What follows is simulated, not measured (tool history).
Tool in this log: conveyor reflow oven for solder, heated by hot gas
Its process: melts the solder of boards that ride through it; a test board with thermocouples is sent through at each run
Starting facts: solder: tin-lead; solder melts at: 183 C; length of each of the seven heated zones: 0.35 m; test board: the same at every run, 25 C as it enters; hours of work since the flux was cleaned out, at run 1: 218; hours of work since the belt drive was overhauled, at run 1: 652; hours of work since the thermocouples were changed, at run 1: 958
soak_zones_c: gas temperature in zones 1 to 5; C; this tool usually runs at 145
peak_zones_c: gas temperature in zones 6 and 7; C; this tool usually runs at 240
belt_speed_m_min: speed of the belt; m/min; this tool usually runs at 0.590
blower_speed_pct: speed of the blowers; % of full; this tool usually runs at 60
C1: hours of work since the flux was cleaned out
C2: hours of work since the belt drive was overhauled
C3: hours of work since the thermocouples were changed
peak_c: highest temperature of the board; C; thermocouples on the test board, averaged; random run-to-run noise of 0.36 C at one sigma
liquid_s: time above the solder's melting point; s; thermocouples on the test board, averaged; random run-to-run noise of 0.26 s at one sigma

run 1 day=0.000 | soak_zones_c=145 peak_zones_c=240 belt_speed_m_min=0.590 blower_speed_pct=60 | C1=218 C2=652 C3=958 | peak_c=226.1 liquid_s=62.2
run 2 day=1.775 | soak_zones_c=145 peak_zones_c=240 belt_speed_m_min=0.590 blower_speed_pct=60 | C1=242 C2=676 C3=982 | peak_c=227.2 liquid_s=61.6
run 3 day=4.388 | soak_zones_c=145 peak_zones_c=237 belt_speed_m_min=0.590 blower_speed_pct=60 | C1=277 C2=712 C3=1018 | peak_c=223.7 liquid_s=60.5
run 4 day=7.829 | soak_zones_c=146 peak_zones_c=240 belt_speed_m_min=0.590 blower_speed_pct=60 | C1=324 C2=758 C3=1065 | peak_c=226.6 liquid_s=62.1
-- day=8.208 flux residue cleaned out of gas plates and filters
run 5 day=9.875 | soak_zones_c=146 peak_zones_c=240 belt_speed_m_min=0.590 blower_speed_pct=60 | C1=23 C2=784 C3=1090 | peak_c=226.9 liquid_s=62.3
run 6 day=11.542 | soak_zones_c=145 peak_zones_c=240 belt_speed_m_min=0.650 blower_speed_pct=60 | C1=45 C2=806 C3=1113 | peak_c=224.2 liquid_s=54.5
run 7 day=14.221 | soak_zones_c=145 peak_zones_c=240 belt_speed_m_min=0.590 blower_speed_pct=60 | C1=82 C2=843 C3=1149 | peak_c=226.6 liquid_s=61.9
run 8 day=17.488 | soak_zones_c=145 peak_zones_c=240 belt_speed_m_min=0.590 blower_speed_pct=60 | C1=126 C2=887 C3=1194 | peak_c=226.5 liquid_s=61.9
run 9 day=20.450 | soak_zones_c=145 peak_zones_c=240 belt_speed_m_min=0.590 blower_speed_pct=60 | C1=167 C2=928 C3=1234 | peak_c=227.2 liquid_s=61.6
run 10 day=22.692 | soak_zones_c=145 peak_zones_c=240 belt_speed_m_min=0.590 blower_speed_pct=60 | C1=197 C2=958 C3=1264 | peak_c=227.2 liquid_s=61.8
run 11 day=25.621 | soak_zones_c=145 peak_zones_c=240 belt_speed_m_min=0.590 blower_speed_pct=60 | C1=237 C2=998 C3=1304 | peak_c=226.6 liquid_s=61.9
run 12 day=27.796 | soak_zones_c=154 peak_zones_c=240 belt_speed_m_min=0.590 blower_speed_pct=60 | C1=267 C2=1028 C3=1334 | peak_c=227.3 liquid_s=65.8
run 13 day=31.100 | soak_zones_c=154 peak_zones_c=240 belt_speed_m_min=0.590 blower_speed_pct=60 | C1=312 C2=1073 C3=1379 | peak_c=227.9 liquid_s=66.3
-- day=32.375 flux residue cleaned out of gas plates and filters
run 14 day=34.508 | soak_zones_c=145 peak_zones_c=240 belt_speed_m_min=0.505 blower_speed_pct=60 | C1=29 C2=1116 C3=1423 | peak_c=230.6 liquid_s=75.3
-- day=35.654 thermocouples of zones 6 and 7 changed
run 15 day=37.154 | soak_zones_c=145 peak_zones_c=240 belt_speed_m_min=0.505 blower_speed_pct=60 | C1=64 C2=1151 C3=20 | peak_c=230.5 liquid_s=75.2
run 16 day=40.233 | soak_zones_c=137 peak_zones_c=240 belt_speed_m_min=0.590 blower_speed_pct=60 | C1=106 C2=1193 C3=62 | peak_c=225.0 liquid_s=58.5
run 17 day=43.671 | soak_zones_c=145 peak_zones_c=240 belt_speed_m_min=0.514 blower_speed_pct=60 | C1=153 C2=1240 C3=109 | peak_c=229.8 liquid_s=73.5
run 18 day=47.008 | soak_zones_c=145 peak_zones_c=240 belt_speed_m_min=0.514 blower_speed_pct=60 | C1=198 C2=1285 C3=155 | peak_c=230.0 liquid_s=73.7
run 19 day=48.975 | soak_zones_c=144 peak_zones_c=240 belt_speed_m_min=0.514 blower_speed_pct=60 | C1=225 C2=1312 C3=181 | peak_c=229.6 liquid_s=73.1
run 20 day=52.138 | soak_zones_c=152 peak_zones_c=240 belt_speed_m_min=0.590 blower_speed_pct=60 | C1=268 C2=1355 C3=224 | peak_c=227.8 liquid_s=65.2
run 21 day=54.508 | soak_zones_c=152 peak_zones_c=240 belt_speed_m_min=0.590 blower_speed_pct=60 | C1=300 C2=1387 C3=257 | peak_c=227.6 liquid_s=64.5
-- day=56.650 flux residue cleaned out of gas plates and filters
run 22 day=58.142 | soak_zones_c=141 peak_zones_c=238 belt_speed_m_min=0.590 blower_speed_pct=60 | C1=20 C2=1434 C3=303 | peak_c=224.1 liquid_s=59.0
run 23 day=61.017 | soak_zones_c=141 peak_zones_c=238 belt_speed_m_min=0.590 blower_speed_pct=60 | C1=59 C2=1473 C3=343 | peak_c=223.8 liquid_s=59.3
run 24 day=63.033 | soak_zones_c=145 peak_zones_c=243 belt_speed_m_min=0.596 blower_speed_pct=60 | C1=87 C2=1501 C3=370 | peak_c=229.5 liquid_s=62.3
run 25 day=65.996 | soak_zones_c=146 peak_zones_c=247 belt_speed_m_min=0.558 blower_speed_pct=55 | C1=127 C2=1541 C3=410 | peak_c=233.7 liquid_s=69.6

For run 26, what comes out?
run 26 day=69.267 | soak_zones_c=146 peak_zones_c=247 belt_speed_m_min=0.558 blower_speed_pct=55 | C1=172 C2=1586 C3=455 | peak_c=? liquid_s=?

Run 26 gave peak_c 233.8 C, liquid_s 69.8 s.
Were there no unlogged condition in the tool, this run, its random variation unchanged, would have produced peak_c 233.8 C, liquid_s 69.7 s.

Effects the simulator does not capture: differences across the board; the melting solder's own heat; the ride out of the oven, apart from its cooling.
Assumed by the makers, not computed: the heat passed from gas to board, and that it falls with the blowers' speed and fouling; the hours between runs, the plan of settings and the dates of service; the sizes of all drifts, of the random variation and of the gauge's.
